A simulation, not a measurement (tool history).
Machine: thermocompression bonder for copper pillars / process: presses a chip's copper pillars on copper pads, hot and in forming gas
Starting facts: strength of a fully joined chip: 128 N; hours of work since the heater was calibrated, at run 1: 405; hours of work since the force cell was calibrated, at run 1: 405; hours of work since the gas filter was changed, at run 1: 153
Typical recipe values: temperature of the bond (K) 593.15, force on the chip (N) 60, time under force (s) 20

run   hour  temperature of the bond (K)  force on the chip (N)  time under force (s)  hours of work since the heater was calibrated  hours of work since the force cell was calibrated  hours of work since the gas filter was changed  force that shears a chip off (N)
  1      0                       593.15                     60                    20                                            405                                                405                                             153                              87.8
  2   17.4                       593.15                     60                    23                                            418                                                418                                             167                              90.9
  3   26.1                       593.15                     60                    23                                            425                                                425                                             174                              92.2
  4   37.9                       593.15                     60                    23                                            435                                                435                                             183                                91
  5   51.6                       593.15                     60                    20                                            445                                                445                                             194                              87.3
  6   70.8                       593.15                     60                    20                                            460                                                460                                             209                              88.1
  7   82.4                       593.15                     60                    20                                            470                                                470                                             218                              87.5
  8     96                       593.15                     60                    20                                            480                                                480                                             229                              88.8
  9  106.8                       593.15                     60                    20                                            489                                                489                                             238                              85.4
 10  117.2                       593.15                     60                    20                                            497                                                497                                             246                              88.6
 11  134.7                       593.15                     39                    42                                            511                                                511                                             260                              77.9
 12  150.6                       593.15                     39                    42                                            523                                                523                                             272                              77.3
 13  163.6                       611.15                     87                    59                                            534                                                534                                             282                             125.3
 14  177.8                       585.15                     51                    40                                            545                                                545                                             294                              86.8
 15  188.3                       585.15                     51                    40                                            553                                                553                                             302                              87.1
 16  198.8                       568.15                     46                    21                                            562                                                562                                             310                              51.6
 17  212.5                       568.15                     46                    21                                            572                                                572                                             321                              52.1
 18  231.3                       589.15                     46                    24                                            587                                                587                                             336                                73
 19  247.2                       593.15                     60                    11                                            600                                                600                                             348                              74.6

Here are 5 independent what-if runs from the current tool condition. What would each one return?
  A  260.5                       593.15                     60                    11                                            610                                                610                                             359                                 ?
  B  260.5                       611.15                     60                    21                                            610                                                610                                             359                                 ?
  C  260.5                       593.15                     39                    37                                            610                                                610                                             359                                 ?
  D  260.5                       593.15                     62                    44                                            610                                                610                                             359                                 ?
  E  260.5                       567.15                     60                    11                                            610                                                610                                             359                                 ?

run  force that shears a chip off (N)
  A                              71.6
  B                             100.7
  C                              75.3
  D                               107
  E                              52.5
Had the tool no hidden state, the same runs would have come out as:
run  force that shears a chip off (N)
  A                              71.4
  B                             100.7
  C                              75.1
  D                             106.9
  E                              52.3
